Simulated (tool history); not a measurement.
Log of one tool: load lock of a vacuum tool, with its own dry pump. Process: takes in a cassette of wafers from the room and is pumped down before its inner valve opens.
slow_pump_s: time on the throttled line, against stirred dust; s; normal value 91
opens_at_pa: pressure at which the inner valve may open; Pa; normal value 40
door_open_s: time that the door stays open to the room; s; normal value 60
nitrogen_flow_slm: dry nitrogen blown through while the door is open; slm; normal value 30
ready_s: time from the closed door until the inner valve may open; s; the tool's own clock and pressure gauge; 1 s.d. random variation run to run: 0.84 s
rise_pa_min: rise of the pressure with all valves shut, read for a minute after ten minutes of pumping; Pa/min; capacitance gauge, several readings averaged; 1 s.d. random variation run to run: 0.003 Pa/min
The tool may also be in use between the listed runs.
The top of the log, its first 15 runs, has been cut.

run	hour	slow_pump_s	opens_at_pa	door_open_s	nitrogen_flow_slm	hours that the pump has run since its overhaul	times that the door has closed on its seal	incoming humidity of the room's air, %	ready_s	rise_pa_min
16	2624.9	83	40	60	30	6438	33110	42.4	128.9	0.137
17	2758.9	83	40	60	30	6572	33342	48.3	126.3	0.141
18	2963.4	83	40	60	30	6776	33697	43.9	126.8	0.141
19	3152.1	83	40	60	30	6965	34025	44.4	128.5	0.135
20	3346	83	40	60	30	7159	34361	45	126.9	0.146
21	3535.1	142	33	137	21	7348	34689	45.5	177.8	0.165
22	3675.6	142	33	137	21	7489	34933	42.8	177.2	0.163
23	3902.8	142	33	137	21	7716	35328	39.7	176.8	0.156
24	4095.1	88	33	137	21	7908	35661	43.7	132.2	0.166
25	4304	85	51	137	5	8117	36024	44.2	128.2	0.176
26	4514.1	85	51	137	5	8327	36389	47.2	128.1	0.184
27	4725.2	91	40	68	10	8538	36755	40.9	134.4	0.167
28	4966.8	91	40	103	20	8780	37175	44.6	134.7	0.165
29	5094.6	59	47	54	14	8908	37396	46.5	107.4	0.171
30	5321.6	91	56	51	30	9135	37790	46.1	132.1	0.16
31	5485.3	91	28	93	30	9298	38074	41.5	136.7	0.168
32	5629	109	67	166	5	9442	38324	40.3	145	0.193
33	5753.8	109	67	166	5	9567	38540	43.8	147.7	0.198
34	5888	121	40	66	16	9701	38773	45.6	161	0.175
35	6057.8	69	46	90	17	9871	39068	44.8	116.6	0.187
36	6181.4	69	46	90	17	9995	39283	44	117	0.179

Each row is a separate what-if for the run after 36, all from the same tool condition, not one after another. Results?
A	6365.2	49	67	235	17	10178	39602	48.3	?	?
B	6365.2	91	40	60	14	10178	39602	46.3	?	?
C	6365.2	91	40	80	30	10178	39602	48.3	?	?

run	ready_s	rise_pa_min
A	97.2	0.212
B	135.2	0.182
C	136	0.179
Stripped of hidden state, with their random variation kept, the same runs would have yielded:
run	ready_s	rise_pa_min
A	91.9	0.049
B	130.3	0.019
C	131.1	0.016
